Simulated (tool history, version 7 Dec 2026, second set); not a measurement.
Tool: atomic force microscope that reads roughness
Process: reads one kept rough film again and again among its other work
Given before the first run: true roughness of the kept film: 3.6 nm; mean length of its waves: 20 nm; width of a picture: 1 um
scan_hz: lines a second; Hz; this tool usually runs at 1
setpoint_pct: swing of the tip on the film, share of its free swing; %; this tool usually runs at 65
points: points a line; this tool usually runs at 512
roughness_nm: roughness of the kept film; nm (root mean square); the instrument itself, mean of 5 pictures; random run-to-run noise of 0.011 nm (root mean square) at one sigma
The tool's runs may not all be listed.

run 1 hour=0 | scan_hz=1 setpoint_pct=65 points=512 | roughness_nm=2.496
-- hour=8 new tip fitted
run 2 hour=13.7 | scan_hz=1 setpoint_pct=65 points=512 | roughness_nm=2.495
run 3 hour=20 | scan_hz=0.63 setpoint_pct=65 points=512 | roughness_nm=2.568
run 4 hour=30.9 | scan_hz=0.63 setpoint_pct=65 points=512 | roughness_nm=2.56
run 5 hour=40.7 | scan_hz=0.63 setpoint_pct=65 points=512 | roughness_nm=2.55
run 6 hour=46.9 | scan_hz=0.63 setpoint_pct=65 points=512 | roughness_nm=2.57
run 7 hour=57.9 | scan_hz=1 setpoint_pct=65 points=333 | roughness_nm=2.461
run 8 hour=65.1 | scan_hz=2.93 setpoint_pct=65 points=333 | roughness_nm=2.254
run 9 hour=76.6 | scan_hz=1.83 setpoint_pct=65 points=512 | roughness_nm=2.43
run 10 hour=85.8 | scan_hz=1 setpoint_pct=65 points=512 | roughness_nm=2.51
run 11 hour=91.5 | scan_hz=1 setpoint_pct=65 points=356 | roughness_nm=2.478
run 12 hour=98.3 | scan_hz=1 setpoint_pct=65 points=356 | roughness_nm=2.464
run 13 hour=107.4 | scan_hz=1 setpoint_pct=65 points=512 | roughness_nm=2.51
run 14 hour=113.7 | scan_hz=1 setpoint_pct=65 points=512 | roughness_nm=2.481
run 15 hour=119.8 | scan_hz=0.52 setpoint_pct=65 points=512 | roughness_nm=2.552
run 16 hour=132.7 | scan_hz=0.52 setpoint_pct=65 points=512 | roughness_nm=2.549
run 17 hour=145.8 | scan_hz=1.42 setpoint_pct=60 points=319 | roughness_nm=2.442
run 18 hour=152 | scan_hz=1.42 setpoint_pct=60 points=319 | roughness_nm=2.461
run 19 hour=161.1 | scan_hz=1.42 setpoint_pct=60 points=319 | roughness_nm=2.443
run 20 hour=173 | scan_hz=1.42 setpoint_pct=60 points=319 | roughness_nm=2.466
-- hour=182.3 new tip fitted
run 21 hour=183.2 | scan_hz=2.13 setpoint_pct=60 points=319 | roughness_nm=2.432
run 22 hour=192.8 | scan_hz=0.54 setpoint_pct=84 points=719 | roughness_nm=2.456
run 23 hour=206.3 | scan_hz=1 setpoint_pct=65 points=400 | roughness_nm=2.494
run 24 hour=219.3 | scan_hz=1.87 setpoint_pct=65 points=502 | roughness_nm=2.401
run 25 hour=227.3 | scan_hz=1.87 setpoint_pct=65 points=502 | roughness_nm=2.409
run 26 hour=234.6 | scan_hz=1.75 setpoint_pct=59 points=954 | roughness_nm=2.492
run 27 hour=243.3 | scan_hz=1.75 setpoint_pct=59 points=954 | roughness_nm=2.493

Below, each run's measurement less what the same run would have read without the hidden state. Both values contain the same run-to-run variation, but the gauge's scatter may not be the same in both:
Hidden state present: radius of the tip, nm; height scale over the true one, %; drift of the gauge itself on roughness_nm, %.
run=1 roughness_nm=-0.013
run=2 roughness_nm=-0.001
run=3 roughness_nm=-0.002
run=4 roughness_nm=-0.003
run=5 roughness_nm=-0.003
run=6 roughness_nm=-0.003
run=7 roughness_nm=-0.004
run=8 roughness_nm=-0.005
run=9 roughness_nm=-0.006
run=10 roughness_nm=-0.006
run=11 roughness_nm=-0.007
run=12 roughness_nm=-0.007
run=13 roughness_nm=-0.008
run=14 roughness_nm=-0.008
run=15 roughness_nm=-0.01
run=16 roughness_nm=-0.01
run=17 roughness_nm=-0.01
run=18 roughness_nm=-0.011
run=19 roughness_nm=-0.012
run=20 roughness_nm=-0.013
run=21 roughness_nm=+0
run=22 roughness_nm=+0
run=23 roughness_nm=-0.002
run=24 roughness_nm=-0.003
run=25 roughness_nm=-0.003
run=26 roughness_nm=-0.004
run=27 roughness_nm=-0.006
